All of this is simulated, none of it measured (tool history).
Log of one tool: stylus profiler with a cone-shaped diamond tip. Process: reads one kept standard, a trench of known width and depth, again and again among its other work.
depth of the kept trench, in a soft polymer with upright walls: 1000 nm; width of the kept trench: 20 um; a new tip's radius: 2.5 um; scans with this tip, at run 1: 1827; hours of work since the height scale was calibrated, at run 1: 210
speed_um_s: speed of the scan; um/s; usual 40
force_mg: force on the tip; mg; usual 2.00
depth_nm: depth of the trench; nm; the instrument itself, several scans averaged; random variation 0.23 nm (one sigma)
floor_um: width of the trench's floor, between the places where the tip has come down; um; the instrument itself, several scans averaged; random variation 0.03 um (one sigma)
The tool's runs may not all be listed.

run   hour  speed_um_s  force_mg  scans with this tip  hours of work since the height scale was calibrated  depth_nm  floor_um
  1    0.0          40      2.00                 1827                                                  210   1008.18     15.64
  2   41.0          40      2.00                 2100                                                  242   1008.15     15.62
  3   80.4          40      2.00                 2362                                                  272   1008.26     15.60
  4  103.7          40      3.37                 2517                                                  290   1011.33     15.58
  5  147.3          40      3.37                 2806                                                  323   1011.48     15.55
  6  201.4          40      2.00                 3166                                                  364   1007.90     15.47
  7  243.9          40      2.00                 3448                                                  397   1007.42     15.48
  8  298.1          40      2.00                 3808                                                  438   1007.79     15.41
  9  352.8          58      2.00                 4172                                                  480   1007.35     15.32
 10  382.0          58      2.00                 4366                                                  503   1007.16     15.27
 11  409.4          58      2.00                 4548                                                  524   1007.26     15.26

The next listed run, before its measurement:
 12  442.6          58      2.00                 4769                                                  549         ?         ?

{"run 12": {"depth_nm": 1007.18, "floor_um": 15.23}}
Without the tool's hidden state the same run would have given depth_nm 1008.40 nm, floor_um 15.73 um.

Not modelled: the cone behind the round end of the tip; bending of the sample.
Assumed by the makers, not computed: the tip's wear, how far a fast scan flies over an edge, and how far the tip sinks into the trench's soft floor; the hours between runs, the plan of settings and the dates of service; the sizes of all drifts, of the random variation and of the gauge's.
